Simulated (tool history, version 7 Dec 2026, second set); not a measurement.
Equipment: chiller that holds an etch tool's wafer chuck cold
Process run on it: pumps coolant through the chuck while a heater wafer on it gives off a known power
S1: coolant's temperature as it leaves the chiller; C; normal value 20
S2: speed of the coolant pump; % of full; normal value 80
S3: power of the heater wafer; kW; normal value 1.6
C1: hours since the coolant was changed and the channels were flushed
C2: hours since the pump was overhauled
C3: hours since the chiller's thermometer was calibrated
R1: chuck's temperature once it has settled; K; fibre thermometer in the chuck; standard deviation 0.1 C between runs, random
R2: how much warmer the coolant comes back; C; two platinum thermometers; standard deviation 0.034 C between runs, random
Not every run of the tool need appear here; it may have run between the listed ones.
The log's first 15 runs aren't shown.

| run | day | S1 | S2 | S3 | C1 | C2 | C3 | R1 | R2 |
|---|---|---|---|---|---|---|---|---|---|
| 16 | 55 | 20 | 80 | 1.6 | 1408 | 2325 | 1320 | 305.15 | 5.09 |
| 17 | 59.233 | 20 | 99 | 1.6 | 1509 | 2427 | 1422 | 303.05 | 4.01 |
| 18 | 63.604 | 20 | 94 | 1.441 | 1614 | 2532 | 1526 | 302.55 | 3.81 |
| 19 | 67.792 | 19 | 74 | 1.6 | 1715 | 2632 | 1627 | 304.95 | 5.54 |
| 20 | 71.679 | 19 | 74 | 1.6 | 1808 | 2726 | 1720 | 304.95 | 5.56 |
| 21 | 73.921 | 15 | 98 | 1.702 | 1862 | 2779 | 1774 | 298.85 | 4.35 |
| 22 | 76.529 | 17 | 98 | 1.255 | 1925 | 2842 | 1837 | 297.85 | 3.22 |
| 23 | 79.754 | 17 | 98 | 1.255 | 2002 | 2919 | 1914 | 297.85 | 3.2 |
| 24 | 84.829 | 17 | 98 | 1.255 | 2124 | 3041 | 2036 | 297.95 | 3.22 |
| 25 | 89.271 | 18 | 80 | 0.825 | 2230 | 3148 | 2143 | 297.35 | 2.59 |
| 26 | 93.771 | 23 | 95 | 1.613 | 2338 | 3256 | 2250 | 306.45 | 4.28 |
| 27 | 98.175 | 10 | 72 | 1.005 | 2444 | 3362 | 2356 | 291.45 | 3.59 |
| 28 | 102.221 | 10 | 72 | 1.005 | 2541 | 3459 | 2453 | 291.45 | 3.62 |
| 29 | 105.425 | 20 | 65 | 1.359 | 2618 | 3536 | 2530 | 305.15 | 5.52 |
| 30 | 107.662 | 19 | 65 | 0.871 | 2672 | 3589 | 2584 | 299.75 | 3.57 |
| 31 | 111.629 | 20 | 80 | 1.6 | 2767 | 3684 | 2679 | 305.15 | 5.1 |
| 32 | 114.242 | 20 | 64 | 1.774 | 2830 | 3747 | 2742 | 309.15 | 7.27 |

3 options for the next run, each taken on its own from the tool as it stands now. Forecast them:
| A | 116.821 | 20 | 64 | 1.774 | 2892 | 3809 | 2804 | ? | ? |
| B | 116.821 | 26 | 99 | 1.193 | 2892 | 3809 | 2804 | ? | ? |
| C | 116.821 | 20 | 64 | 1.4 | 2892 | 3809 | 2804 | ? | ? |

| run | R1 | R2 |
|---|---|---|
| A | 309.25 | 7.32 |
| B | 306.55 | 3.03 |
| C | 306.05 | 5.77 |
With no hidden state in the tool, these same runs would have given:
| run | R1 | R2 |
|---|---|---|
| A | 309.25 | 7.32 |
| B | 306.55 | 3.03 |
| C | 306.05 | 5.76 |

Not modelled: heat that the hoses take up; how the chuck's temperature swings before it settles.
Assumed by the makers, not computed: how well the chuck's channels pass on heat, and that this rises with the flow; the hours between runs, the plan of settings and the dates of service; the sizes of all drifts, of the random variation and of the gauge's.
